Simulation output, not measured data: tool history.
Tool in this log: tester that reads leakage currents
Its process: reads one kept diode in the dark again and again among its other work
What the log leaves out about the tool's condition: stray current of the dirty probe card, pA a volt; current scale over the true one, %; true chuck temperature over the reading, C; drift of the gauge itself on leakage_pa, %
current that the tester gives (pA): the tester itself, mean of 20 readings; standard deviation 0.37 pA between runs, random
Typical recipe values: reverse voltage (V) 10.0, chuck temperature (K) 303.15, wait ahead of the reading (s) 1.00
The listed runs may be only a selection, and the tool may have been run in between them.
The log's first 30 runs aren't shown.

run,hour,reverse voltage (V),chuck temperature (K),wait ahead of the reading (s),hours of work since the probe card was cleaned,hours of work since the tester was calibrated,hours of work since the chuck was calibrated,current that the tester gives (pA)
31,896.1,2.6,312.15,0.38,428,1278,163,172.04
32,931.6,2.6,312.15,0.38,449,1300,184,172.01
33,966.8,4.1,304.15,4.42,471,1321,206,97.64
34,1007.1,4.1,304.15,4.42,496,1346,230,97.50
35,1033.5,10.0,303.15,3.91,512,1362,247,121.24
36,1056.8,10.0,303.15,3.91,526,1376,261,121.68
37,1087.6,1.4,303.15,0.52,545,1395,280,60.94
38,1109.5,7.8,303.15,9.22,558,1408,293,110.98
39,1145.6,4.7,299.15,0.94,580,1430,315,63.82

4 ways to go on from here, each from the tool as it stands after run 39. What would each give?
A,1162.9,1.1,299.15,0.94,591,1441,325,?
B,1162.9,3.9,322.15,0.94,591,1441,325,?
C,1162.9,10.0,303.15,1.00,591,1441,325,?
D,1162.9,1.5,299.15,0.94,591,1441,325,?

run,current that the tester gives (pA)
A,38.30
B,464.42
C,122.09
D,42.54
Without the tool's unlogged condition, the same runs would have read:
run,current that the tester gives (pA)
A,38.29
B,464.38
C,122.05
D,42.54
